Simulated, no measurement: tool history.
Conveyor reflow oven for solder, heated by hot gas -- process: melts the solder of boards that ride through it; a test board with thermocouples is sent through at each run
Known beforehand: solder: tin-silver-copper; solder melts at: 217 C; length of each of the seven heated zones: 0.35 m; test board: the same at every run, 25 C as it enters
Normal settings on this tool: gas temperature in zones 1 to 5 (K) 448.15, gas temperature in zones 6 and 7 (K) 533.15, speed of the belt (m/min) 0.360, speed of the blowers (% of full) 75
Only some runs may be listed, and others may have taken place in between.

| run | hour | gas temperature in zones 1 to 5 (K) | gas temperature in zones 6 and 7 (K) | speed of the belt (m/min) | speed of the blowers (% of full) | highest temperature of the board (K) | time above the solder's melting point (s) |
|---|---|---|---|---|---|---|---|
| 1 | 0.0 | 448.15 | 533.15 | 0.360 | 75 | 521.85 | 87.5 |
| 2 | 8.1 | 448.15 | 533.15 | 0.360 | 74 | 521.05 | 87.3 |
| 3 | 18.3 | 448.15 | 533.15 | 0.360 | 74 | 521.35 | 87.6 |
| 4 | 28.8 | 448.15 | 533.15 | 0.360 | 74 | 521.25 | 87.5 |
| 5 | 39.2 | 457.15 | 533.15 | 0.360 | 75 | 522.55 | 94.5 |
| 6 | 48.0 | 457.15 | 533.15 | 0.360 | 75 | 521.85 | 94.0 |
| 7 | 54.8 | 452.15 | 533.15 | 0.360 | 75 | 521.95 | 89.9 |
| 8 | 61.4 | 448.15 | 533.15 | 0.360 | 75 | 521.45 | 87.9 |
| 9 | 74.9 | 448.15 | 533.15 | 0.360 | 75 | 522.15 | 87.6 |
| 10 | 86.1 | 448.15 | 533.15 | 0.409 | 75 | 518.65 | 72.3 |
| 11 | 96.9 | 448.15 | 533.15 | 0.409 | 75 | 518.45 | 72.1 |
| 12 | 110.5 | 448.15 | 533.15 | 0.409 | 75 | 518.05 | 71.8 |
| 13 | 123.9 | 448.15 | 533.15 | 0.409 | 75 | 518.35 | 71.4 |
| 14 | 131.2 | 435.15 | 533.15 | 0.409 | 75 | 516.65 | 63.3 |
| 15 | 141.9 | 435.15 | 533.15 | 0.402 | 75 | 517.25 | 65.6 |
| 16 | 151.7 | 448.15 | 533.15 | 0.360 | 75 | 520.55 | 86.8 |
| 17 | 163.6 | 448.15 | 524.15 | 0.360 | 62 | 511.75 | 73.3 |
| 18 | 171.9 | 448.15 | 524.15 | 0.360 | 65 | 511.05 | 74.3 |
| 19 | 185.3 | 456.15 | 533.15 | 0.360 | 75 | 522.15 | 93.3 |
|  | 190.5 | belt drive overhauled, speed set with a stopwatch |
| 20 | 196.7 | 449.15 | 530.15 | 0.299 | 84 | 523.05 | 112.0 |
| 21 | 204.3 | 448.15 | 533.15 | 0.344 | 54 | 520.55 | 88.6 |
| 22 | 214.0 | 448.15 | 538.15 | 0.293 | 75 | 529.65 | 121.0 |
| 23 | 220.4 | 444.15 | 543.15 | 0.410 | 75 | 526.55 | 77.7 |
|  | 229.9 | belt drive overhauled, speed set with a stopwatch, once more |
| 24 | 237.3 | 444.15 | 543.15 | 0.410 | 75 | 526.45 | 76.4 |
| 25 | 251.1 | 444.15 | 543.15 | 0.410 | 75 | 525.75 | 76.9 |
| 26 | 261.0 | 455.15 | 544.15 | 0.326 | 76 | 533.95 | 113.3 |
| 27 | 268.5 | 435.15 | 535.15 | 0.335 | 82 | 523.15 | 89.4 |
| 28 | 277.9 | 444.15 | 541.15 | 0.372 | 75 | 528.05 | 86.2 |
| 29 | 288.6 | 438.15 | 530.15 | 0.351 | 75 | 517.05 | 80.1 |

What will run 30 give?
| 30 | 296.3 | 448.15 | 533.15 | 0.425 | 78 | ? | ? |

highest temperature of the board (K): 517.35
time above the solder's melting point (s): 66.6
If the tool had no hidden condition, the same run with the same run-to-run variation would have returned highest temperature of the board (K) 521.45, time above the solder's melting point (s) 71.6.
